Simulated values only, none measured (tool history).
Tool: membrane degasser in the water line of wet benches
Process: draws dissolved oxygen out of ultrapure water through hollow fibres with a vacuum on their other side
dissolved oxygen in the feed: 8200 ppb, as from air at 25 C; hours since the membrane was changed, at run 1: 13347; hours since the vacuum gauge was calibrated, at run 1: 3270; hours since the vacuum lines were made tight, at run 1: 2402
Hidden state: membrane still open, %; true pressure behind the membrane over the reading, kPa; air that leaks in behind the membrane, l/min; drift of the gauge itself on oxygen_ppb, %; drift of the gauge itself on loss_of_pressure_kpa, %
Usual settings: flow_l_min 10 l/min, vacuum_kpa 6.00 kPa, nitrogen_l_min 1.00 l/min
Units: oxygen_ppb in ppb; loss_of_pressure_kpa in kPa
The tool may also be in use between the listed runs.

run,day,flow_l_min,vacuum_kpa,nitrogen_l_min,hours since the membrane was changed,hours since the vacuum gauge was calibrated,hours since the vacuum lines were made tight,oxygen_ppb,loss_of_pressure_kpa
1,0.000,10,6.00,1.00,13347,3270,2402,170.1,47.79
2,7.362,10,6.00,1.00,13524,3446,2579,170.2,47.48
3,14.938,10,6.00,1.00,13706,3628,2761,172.4,47.85
4,27.017,10,6.00,1.00,13996,3918,3051,170.3,47.97
# day 40.617: vacuum gauge calibrated
5,41.679,10,6.00,1.00,14347,26,3402,171.7,47.81
6,51.992,10,6.00,1.00,14595,273,3650,171.5,48.12
7,66.554,10,6.00,1.00,14944,623,3999,171.3,47.62
8,78.662,10,6.00,1.00,15235,913,4290,169.0,47.49
9,90.646,10,6.00,1.00,15522,1201,4577,172.3,47.74
10,98.154,16,6.00,1.00,15702,1381,4758,567.5,76.48
11,107.554,10,4.59,1.00,15928,1607,4983,139.4,47.51
12,114.142,10,4.00,1.00,16086,1765,5141,124.0,47.77
13,125.254,9,6.00,1.00,16353,2031,5408,128.0,42.99
14,138.758,9,6.00,1.00,16677,2355,5732,127.4,42.65
15,146.667,13,6.00,1.00,16867,2545,5922,343.0,62.03
16,153.158,13,6.00,1.00,17023,2701,6078,347.7,62.42
17,160.850,10,6.00,1.30,17207,2886,6262,157.3,47.80
18,174.967,7,9.05,1.09,17546,3224,6601,110.6,33.52
19,186.904,7,8.59,1.09,17832,3511,6888,103.3,33.49
20,194.871,13,6.00,0.51,18024,3702,7079,406.7,62.03
21,202.571,13,9.12,0.51,18208,3887,7264,563.9,61.63
22,214.908,16,7.05,0.99,18505,4183,7560,603.2,76.18
# day 217.092: vacuum gauge calibrated
23,221.033,16,7.05,0.99,18651,95,7706,599.0,76.77
24,235.754,16,7.05,0.61,19004,448,8060,661.0,76.44
25,245.525,15,4.94,0.61,19239,682,8294,487.8,71.76
26,254.654,15,4.94,0.61,19458,902,8513,490.9,71.67

Forecast each of these 5 alternatives for the next run:
# day 265.667: seals of the vacuum lines changed
A,268.496,13,8.97,1.00,19788,1232,68,?,?
# day 265.667: seals of the vacuum lines changed
B,268.496,11,11.36,2.49,19788,1232,68,?,?
# day 265.667: seals of the vacuum lines changed
C,268.496,12,10.56,0.93,19788,1232,68,?,?
# day 265.667: seals of the vacuum lines changed
D,268.496,10,4.65,0.64,19788,1232,68,?,?
# day 265.667: seals of the vacuum lines changed
E,268.496,11,9.68,0.45,19788,1232,68,?,?

run,oxygen_ppb,loss_of_pressure_kpa
A,425.3,61.92
B,235.8,52.92
C,412.0,57.44
D,155.3,47.82
E,471.5,52.32
Without the tool's hidden state the same runs would have given:
run,oxygen_ppb,loss_of_pressure_kpa
A,424.3,61.86
B,235.1,52.86
C,411.1,57.38
D,154.8,47.76
E,470.8,52.26
